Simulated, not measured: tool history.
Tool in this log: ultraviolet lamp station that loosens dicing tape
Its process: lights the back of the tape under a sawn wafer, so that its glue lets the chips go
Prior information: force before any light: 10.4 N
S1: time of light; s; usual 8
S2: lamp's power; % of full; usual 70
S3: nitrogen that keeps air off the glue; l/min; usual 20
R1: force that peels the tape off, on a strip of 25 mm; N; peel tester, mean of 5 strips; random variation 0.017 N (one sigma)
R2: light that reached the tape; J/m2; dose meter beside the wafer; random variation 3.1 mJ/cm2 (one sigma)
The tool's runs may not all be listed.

{"run": 1, "hour": 0.0, "S1": 8, "S2": 70, "S3": 20, "R1": 1.164, "R2": 4080}
{"run": 2, "hour": 5.6, "S1": 8, "S2": 70, "S3": 20, "R1": 1.18, "R2": 4120}
{"run": 3, "hour": 16.8, "S1": 8, "S2": 70, "S3": 20, "R1": 1.157, "R2": 4080}
{"run": 4, "hour": 23.8, "S1": 8, "S2": 70, "S3": 18, "R1": 1.223, "R2": 3990}
{"run": 5, "hour": 32.6, "S1": 8, "S2": 70, "S3": 18, "R1": 1.285, "R2": 4010}
{"run": 6, "hour": 42.5, "S1": 6, "S2": 70, "S3": 18, "R1": 2.073, "R2": 2980}
{"run": 7, "hour": 53.5, "S1": 6, "S2": 70, "S3": 18, "R1": 2.061, "R2": 2970}
{"run": 8, "hour": 62.4, "S1": 6, "S2": 70, "S3": 18, "R1": 2.076, "R2": 2990}
{"hour": 64.0, "done": "window cleaned of glue's vapour"}
{"run": 9, "hour": 75.9, "S1": 6, "S2": 70, "S3": 18, "R1": 2.234, "R2": 2880}
{"hour": 83.8, "done": "window cleaned of glue's vapour, once more"}
{"run": 10, "hour": 88.5, "S1": 6, "S2": 70, "S3": 18, "R1": 2.013, "R2": 3090}
{"run": 11, "hour": 95.6, "S1": 6, "S2": 70, "S3": 18, "R1": 1.947, "R2": 3150}
{"run": 12, "hour": 104.5, "S1": 6, "S2": 70, "S3": 17, "R1": 1.963, "R2": 3090}
{"run": 13, "hour": 110.1, "S1": 6, "S2": 70, "S3": 17, "R1": 2.005, "R2": 3080}
{"run": 14, "hour": 118.0, "S1": 6, "S2": 70, "S3": 12, "R1": 2.234, "R2": 3060}
{"run": 15, "hour": 128.6, "S1": 8, "S2": 99, "S3": 17, "R1": 0.556, "R2": 5750}
{"run": 16, "hour": 136.1, "S1": 7, "S2": 87, "S3": 32, "R1": 0.807, "R2": 4450}
{"run": 17, "hour": 147.4, "S1": 12, "S2": 61, "S3": 8, "R1": 0.99, "R2": 5290}
{"run": 18, "hour": 160.3, "S1": 8, "S2": 61, "S3": 24, "R1": 1.54, "R2": 3450}
{"run": 19, "hour": 167.9, "S1": 8, "S2": 61, "S3": 24, "R1": 1.459, "R2": 3440}
{"run": 20, "hour": 180.0, "S1": 8, "S2": 61, "S3": 24, "R1": 1.467, "R2": 3510}
{"run": 21, "hour": 190.9, "S1": 8, "S2": 95, "S3": 24, "R1": 0.579, "R2": 5400}
{"run": 22, "hour": 202.1, "S1": 8, "S2": 95, "S3": 24, "R1": 0.571, "R2": 5390}

Alternative continuations, all from the tool just after run 22; predict every row:
{"run": "A", "hour": 211.8, "S1": 8, "S2": 70, "S3": 10, "R1": "?", "R2": "?"}
{"run": "B", "hour": 211.8, "S1": 8, "S2": 64, "S3": 20, "R1": "?", "R2": "?"}
{"run": "C", "hour": 211.8, "S1": 8, "S2": 61, "S3": 24, "R1": "?", "R2": "?"}
{"run": "D", "hour": 211.8, "S1": 8, "S2": 70, "S3": 20, "R1": "?", "R2": "?"}

run=A R1=1.641 R2=3940
run=B R1=1.429 R2=3640
run=C R1=1.521 R2=3430
run=D R1=1.216 R2=3920
Had the tool no hidden state, the same runs would have come out as:
run=A R1=1.119 R2=4800
run=B R1=0.954 R2=4430
run=C R1=1.025 R2=4180
run=D R1=0.789 R2=4780
